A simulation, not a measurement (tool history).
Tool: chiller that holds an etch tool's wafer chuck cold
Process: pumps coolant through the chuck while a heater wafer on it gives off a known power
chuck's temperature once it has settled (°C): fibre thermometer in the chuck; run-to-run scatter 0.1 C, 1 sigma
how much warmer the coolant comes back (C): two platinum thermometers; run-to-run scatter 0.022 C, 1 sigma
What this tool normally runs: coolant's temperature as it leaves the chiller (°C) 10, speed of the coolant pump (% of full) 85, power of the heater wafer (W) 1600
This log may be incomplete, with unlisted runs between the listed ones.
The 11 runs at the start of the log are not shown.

run	hour	coolant's temperature as it leaves the chiller (°C)	speed of the coolant pump (% of full)	power of the heater wafer (W)	chuck's temperature once it has settled (°C)	how much warmer the coolant comes back (C)
12	655.9	10	85	1600	20.6	3.42
13	697.2	10	85	1600	20.6	3.46
# hour 723: coolant changed, channels flushed
14	745.1	10	85	1600	19.5	3.43
15	842.2	10	85	1600	19.5	3.46
16	893.7	10	85	1600	19.6	3.43
17	933.1	5	85	1600	14.4	3.4
18	989.1	5	85	1600	14.6	3.48
19	1069.9	16	81	1600	25.9	3.62
20	1134.9	14	63	1600	25.6	4.66
21	1199.3	18	84	1326	26	2.87
22	1267.1	0	71	1477	10	3.85
23	1333.1	13	83	1600	22.8	3.56
24	1397.6	13	83	1600	22.8	3.58
25	1437.7	5	81	1685	15.4	3.83
26	1533.4	10	70	1600	21	4.18
27	1573.1	2	85	1225	9.4	2.65
28	1649.7	2	85	2302	15.8	4.98
29	1722.2	20	69	1154	27.8	3.08
30	1762.5	20	63	2232	36.6	6.49
31	1833.5	20	63	2232	36.8	6.55
32	1911.2	7	68	1443	17.1	3.89
33	1958.3	9	81	818	14.1	1.86

Forecast each of these 3 alternatives for the next run:
A	2034.6	8	81	1162	?	?
B	2034.6	12	66	2129	?	?
C	2034.6	9	60	1029	?	?

run	chuck's temperature once it has settled (°C)	how much warmer the coolant comes back (C)
A	15.2	2.69
B	27.4	5.96
C	17	3.14
Take away the tool's hidden state, keep each run's random variation, and the runs would have read:
run	chuck's temperature once it has settled (°C)	how much warmer the coolant comes back (C)
A	15	2.61
B	26.9	5.77
C	16.8	3.05
